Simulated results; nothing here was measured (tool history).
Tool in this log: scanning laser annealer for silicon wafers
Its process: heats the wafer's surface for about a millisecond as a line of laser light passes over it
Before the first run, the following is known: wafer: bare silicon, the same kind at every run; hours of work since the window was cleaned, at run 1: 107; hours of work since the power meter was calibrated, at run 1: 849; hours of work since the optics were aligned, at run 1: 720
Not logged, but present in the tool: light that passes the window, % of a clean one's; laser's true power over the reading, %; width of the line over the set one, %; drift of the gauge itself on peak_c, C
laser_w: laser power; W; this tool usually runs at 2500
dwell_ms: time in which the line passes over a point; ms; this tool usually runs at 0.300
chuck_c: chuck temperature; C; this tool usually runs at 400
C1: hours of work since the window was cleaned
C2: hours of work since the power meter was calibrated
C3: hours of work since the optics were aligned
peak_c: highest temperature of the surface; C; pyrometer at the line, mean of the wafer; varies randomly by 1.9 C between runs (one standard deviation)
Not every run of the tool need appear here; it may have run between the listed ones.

Run 1, hour 0.0: usual settings; C1 107; C2 849; C3 720. Result: peak_c 1141 C.
Run 2, hour 48.1: usual settings; C1 135; C2 876; C3 747. Result: peak_c 1140 C.
Run 3, hour 96.0: usual settings; C1 162; C2 904; C3 775. Result: peak_c 1137 C.
Run 4, hour 145.7: usual settings; C1 190; C2 932; C3 803. Result: peak_c 1133 C.
Run 5, hour 188.0: usual settings but laser_w 2408 W; C1 215; C2 956; C3 827. Result: peak_c 1104 C.
Run 6, hour 232.2: usual settings but laser_w 2408 W; C1 240; C2 981; C3 852. Result: peak_c 1101 C.
Run 7, hour 254.1: usual settings but laser_w 2408 W; C1 252; C2 994; C3 865. Result: peak_c 1101 C.
Run 8, hour 296.2: usual settings but laser_w 2408 W; C1 276; C2 1018; C3 889. Result: peak_c 1097 C.
Run 9, hour 339.6: usual settings but laser_w 2408 W; C1 301; C2 1043; C3 913. Result: peak_c 1098 C.
Run 10, hour 381.1: usual settings but chuck_c 369 C; C1 325; C2 1066; C3 937. Result: peak_c 1098 C.
Run 11, hour 417.4: usual settings but chuck_c 369 C; C1 345; C2 1087; C3 958. Result: peak_c 1097 C.
Run 12, hour 460.3: usual settings but chuck_c 369 C; C1 370; C2 1111; C3 982. Result: peak_c 1095 C.
Run 13, hour 508.4: usual settings but laser_w 2509 W, chuck_c 369 C; C1 397; C2 1139; C3 1010. Result: peak_c 1095 C.
Run 14, hour 548.4: usual settings but laser_w 2509 W, chuck_c 369 C; C1 420; C2 1162; C3 1032. Result: peak_c 1095 C.
Run 15, hour 592.7: usual settings; C1 445; C2 1187; C3 1058. Result: peak_c 1117 C.
Run 16, hour 636.0: usual settings; C1 470; C2 1212; C3 1082. Result: peak_c 1120 C.
Run 17, hour 667.5: usual settings; C1 488; C2 1230; C3 1100. Result: peak_c 1119 C.
Run 18, hour 688.8: usual settings; C1 500; C2 1242; C3 1113. Result: peak_c 1115 C.
Run 19, hour 728.8: usual settings; C1 523; C2 1264; C3 1135. Result: peak_c 1112 C.
Run 20, hour 754.1: usual settings; C1 537; C2 1279; C3 1150. Result: peak_c 1119 C.
Run 21, hour 795.7: usual settings but chuck_c 360 C; C1 561; C2 1303; C3 1173. Result: peak_c 1070 C.
Run 22, hour 819.0: usual settings but chuck_c 360 C; C1 574; C2 1316; C3 1187. Result: peak_c 1071 C.
Run 23, hour 859.7: usual settings but laser_w 2368 W, dwell_ms 0.258 ms, chuck_c 385 C; C1 598; C2 1339; C3 1210. Result: peak_c 1000 C.
Run 24, hour 897.4: usual settings but laser_w 2129 W, dwell_ms 0.335 ms; C1 619; C2 1361; C3 1231. Result: peak_c 1023 C.
Run 25, hour 944.5: usual settings but laser_w 2208 W, dwell_ms 0.333 ms, chuck_c 399 C; C1 646; C2 1387; C3 1258. Result: peak_c 1048 C.
Run 26, hour 991.6: usual settings but laser_w 2355 W, dwell_ms 0.225 ms, chuck_c 370 C; C1 673; C2 1414; C3 1285. Result: peak_c 929 C.
Run 27, hour 1032.3: usual settings but dwell_ms 0.214 ms, chuck_c 416 C; C1 696; C2 1437; C3 1308. Result: peak_c 997 C.
Run 28, hour 1057.1: usual settings but laser_w 2164 W, dwell_ms 0.260 ms, chuck_c 435 C; C1 710; C2 1452; C3 1322. Result: peak_c 980 C.
Run 29, hour 1092.3: usual settings but laser_w 2165 W, dwell_ms 0.213 ms, chuck_c 417 C; C1 730; C2 1472; C3 1343. Result: peak_c 899 C.
At hour 1101.5: optics aligned, line set to its width.
Run 30, hour 1147.3: usual settings but laser_w 2647 W, dwell_ms 0.318 ms, chuck_c 412 C; C1 759; C2 1500; C3 26. Result: peak_c 1212 C.
Run 31, hour 1182.0: usual settings but dwell_ms 0.272 ms, chuck_c 382 C; C1 778; C2 1520; C3 46. Result: peak_c 1064 C.
Run 32, hour 1228.5: usual settings but laser_w 2645 W, dwell_ms 0.224 ms; C1 805; C2 1547; C3 72. Result: peak_c 1052 C.
Run 33, hour 1251.1: usual settings but laser_w 2451 W, chuck_c 390 C; C1 818; C2 1559; C3 85. Result: peak_c 1090 C.
Run 34, hour 1295.2: usual settings but laser_w 2451 W, chuck_c 390 C; C1 843; C2 1585; C3 110. Result: peak_c 1091 C.
Run 35, hour 1320.4: usual settings but laser_w 2451 W, dwell_ms 0.231 ms, chuck_c 367 C; C1 857; C2 1599; C3 125. Result: peak_c 965 C.
Run 36, hour 1368.0: usual settings but laser_w 2343 W, dwell_ms 0.261 ms, chuck_c 381 C; C1 885; C2 1626; C3 152. Result: peak_c 989 C.
Run 37, hour 1392.6: usual settings but laser_w 2390 W, dwell_ms 0.287 ms, chuck_c 372 C; C1 899; C2 1640; C3 166. Result: peak_c 1033 C.
Run 38, hour 1444.2: usual settings but laser_w 2549 W, dwell_ms 0.225 ms; C1 928; C2 1670; C3 195. Result: peak_c 1017 C.
At hour 1460.0: window over the wafer cleaned.
Run 39, hour 1491.1: usual settings but laser_w 2549 W, dwell_ms 0.225 ms; C1 18; C2 1695; C3 221. Result: peak_c 1062 C.
Run 40, hour 1527.2: usual settings but laser_w 2549 W, dwell_ms 0.353 ms, chuck_c 433 C; C1 38; C2 1716; C3 242. Result: peak_c 1289 C.

What if the next run were any one of these 5? Each begins from the tool's condition after run 40:
Run A, hour 1565.5: usual settings but laser_w 2549 W, dwell_ms 0.283 ms, chuck_c 392 C; C1 60; C2 1738; C3 263. Result: peak_c ?.
Run B, hour 1565.5: usual settings but laser_w 2679 W, chuck_c 402 C; C1 60; C2 1738; C3 263. Result: peak_c ?.
Run C, hour 1565.5: usual settings but laser_w 2549 W, dwell_ms 0.215 ms, chuck_c 433 C; C1 60; C2 1738; C3 263. Result: peak_c ?.
Run D, hour 1565.5: usual settings but laser_w 2729 W, dwell_ms 0.375 ms, chuck_c 436 C; C1 60; C2 1738; C3 263. Result: peak_c ?.
Run E, hour 1565.5: usual settings but laser_w 2159 W, dwell_ms 0.353 ms, chuck_c 404 C; C1 60; C2 1738; C3 263. Result: peak_c ?.

run  peak_c
  A    1143
  B    1228
  C    1074
  D    1393
  E    1099
Without the tool's unlogged condition, the same runs would have read:
run  peak_c
  A    1137
  B    1222
  C    1069
  D    1386
  E    1094
